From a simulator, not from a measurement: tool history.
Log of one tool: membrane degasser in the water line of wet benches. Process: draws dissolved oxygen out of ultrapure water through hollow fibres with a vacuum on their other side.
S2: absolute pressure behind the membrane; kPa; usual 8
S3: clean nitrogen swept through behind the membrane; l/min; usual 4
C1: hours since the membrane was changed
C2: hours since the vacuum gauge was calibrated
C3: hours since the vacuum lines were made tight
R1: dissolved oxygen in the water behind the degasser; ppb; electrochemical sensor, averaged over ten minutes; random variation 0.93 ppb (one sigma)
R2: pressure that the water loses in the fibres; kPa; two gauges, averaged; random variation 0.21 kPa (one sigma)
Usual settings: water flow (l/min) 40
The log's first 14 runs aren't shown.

run 15 hour=528 | water_flow_(l/min)=40 S2=5.2 S3=4 | C1=788 C2=3390 C3=7651 | R1=58.4 R2=46.82
run 16 hour=554.1 | water_flow_(l/min)=40 S2=8 S3=4 | C1=814 C2=3416 C3=7678 | R1=123.4 R2=46.88
run 17 hour=587.3 | water_flow_(l/min)=32 S2=8 S3=2.56 | C1=848 C2=3449 C3=7711 | R1=139.8 R2=37.41
run 18 hour=623.3 | water_flow_(l/min)=32 S2=8 S3=4.15 | C1=884 C2=3485 C3=7747 | R1=92.3 R2=37.72
run 19 hour=660 | water_flow_(l/min)=32 S2=8 S3=4.15 | C1=920 C2=3522 C3=7784 | R1=91 R2=37.35
run 20 hour=702.2 | water_flow_(l/min)=25 S2=4.99 S3=10.04 | C1=963 C2=3564 C3=7826 | R1=11.4 R2=28.96
run 21 hour=727.6 | water_flow_(l/min)=42 S2=5.13 S3=2.67 | C1=988 C2=3589 C3=7851 | R1=82.4 R2=49.13
run 22 hour=775.2 | water_flow_(l/min)=28 S2=7.03 S3=1.83 | C1=1036 C2=3637 C3=7899 | R1=133.3 R2=32.56
run 23 hour=818.6 | water_flow_(l/min)=40 S2=7.89 S3=1.81 | C1=1079 C2=3680 C3=7942 | R1=234.3 R2=46.82
run 24 hour=867.1 | water_flow_(l/min)=30 S2=19.31 S3=7.39 | C1=1127 C2=3729 C3=7991 | R1=160.1 R2=34.7
run 25 hour=923.9 | water_flow_(l/min)=30 S2=19.31 S3=7.39 | C1=1184 C2=3786 C3=8047 | R1=159.5 R2=34.84
run 26 hour=967 | water_flow_(l/min)=35 S2=19.31 S3=3.88 | C1=1227 C2=3829 C3=8091 | R1=334.1 R2=40.88
run 27 hour=1022.8 | water_flow_(l/min)=60 S2=5.53 S3=3.88 | C1=1283 C2=3885 C3=8146 | R1=149.9 R2=69.07
run 28 hour=1058.3 | water_flow_(l/min)=25 S2=8.7 S3=8.99 | C1=1319 C2=3920 C3=8182 | R1=38.7 R2=29.05
run 29 hour=1101.3 | water_flow_(l/min)=25 S2=8.7 S3=8.99 | C1=1362 C2=3963 C3=8225 | R1=37.8 R2=28.79
-- hour=1122.3 gauge calibrated
run 30 hour=1142 | water_flow_(l/min)=45 S2=14.76 S3=4 | C1=1402 C2=4004 C3=8266 | R1=312.8 R2=53.62
run 31 hour=1191.1 | water_flow_(l/min)=54 S2=5.22 S3=1.69 | C1=1451 C2=4053 C3=8315 | R1=179.8 R2=63.92
run 32 hour=1240.5 | water_flow_(l/min)=50 S2=15.85 S3=7.36 | C1=1501 C2=4102 C3=8364 | R1=234.7 R2=59.41

4 ways to go on from here, each from the tool as it stands after run 32. What would each give?
run A hour=1274.8 | water_flow_(l/min)=50 S2=5.1 S3=2.44 | C1=1535 C2=4137 C3=8398 | R1=? R2=?
run B hour=1274.8 | water_flow_(l/min)=40 S2=8 S3=4 | C1=1535 C2=4137 C3=8398 | R1=? R2=?
run C hour=1274.8 | water_flow_(l/min)=40 S2=8 S3=5.4 | C1=1535 C2=4137 C3=8398 | R1=? R2=?
run D hour=1274.8 | water_flow_(l/min)=59 S2=5.35 S3=2.59 | C1=1535 C2=4137 C3=8398 | R1=? R2=?

run=A R1=117.5 R2=59.06
run=B R1=122.3 R2=47.36
run=C R1=95.4 R2=47.64
run=D R1=170.5 R2=69.74
Without the tool's hidden state the same runs would have given:
run=A R1=117.3 R2=59.27
run=B R1=122.2 R2=47.53
run=C R1=95.3 R2=47.81
run=D R1=170.3 R2=69.99
